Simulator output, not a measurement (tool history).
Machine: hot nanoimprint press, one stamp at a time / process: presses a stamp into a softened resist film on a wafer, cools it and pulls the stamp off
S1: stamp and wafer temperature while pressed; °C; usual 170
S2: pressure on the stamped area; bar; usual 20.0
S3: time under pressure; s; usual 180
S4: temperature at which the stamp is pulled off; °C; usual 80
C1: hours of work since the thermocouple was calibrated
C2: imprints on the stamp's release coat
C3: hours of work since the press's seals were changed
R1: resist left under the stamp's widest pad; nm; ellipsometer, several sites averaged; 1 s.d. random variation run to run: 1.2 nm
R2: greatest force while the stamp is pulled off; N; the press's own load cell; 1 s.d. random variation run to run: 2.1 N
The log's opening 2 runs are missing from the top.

run,hour,S1,S2,S3,S4,C1,C2,C3,R1,R2
3,89.1,170,20.0,198,80,93,734,205,177.6,108
# hour 142.5: stamp cleaned and given a new release coat
4,150.9,170,20.0,180,80,126,39,238,184.0,93
5,199.9,170,20.0,180,68,154,265,266,185.1,112
6,260.1,170,20.0,180,68,190,544,302,187.6,126
7,295.2,170,20.0,139,80,210,706,322,202.6,115
8,329.1,170,21.4,180,80,230,863,342,181.6,106
# hour 354.9: stamp cleaned and given a new release coat
9,369.8,170,21.4,180,80,250,69,362,182.9,95
# hour 410.8: plate thermocouple calibrated
10,431.7,170,20.0,180,80,12,341,397,188.7,101
11,467.8,170,20.0,180,80,33,508,418,188.1,105
12,516.3,170,20.0,180,80,62,732,446,190.7,108
# hour 568.7: stamp cleaned and given a new release coat
13,572.1,170,20.0,180,80,91,16,476,191.0,97
14,615.8,170,20.0,92,80,117,218,501,237.9,95
15,675.0,170,20.0,92,80,151,491,536,237.8,106
# hour 682.2: plate thermocouple calibrated, once more
16,724.0,170,20.0,92,80,24,704,563,234.5,107
17,764.7,170,20.0,92,66,48,892,587,234.1,126
# hour 783.5: stamp cleaned and given a new release coat
18,798.7,180,20.0,227,85,65,70,603,110.4,93
19,831.5,180,20.0,227,85,84,222,622,110.2,90
20,867.9,180,20.0,227,85,105,390,644,111.3,98

Run 21 has not been measured yet. What should we expect?
21,923.8,180,20.0,227,85,138,649,676,?,?

R1: 111.4 nm
R2: 101 N
If the tool had no hidden condition, the same run with the same run-to-run variation would have returned R1 106.2 nm, R2 89 N.
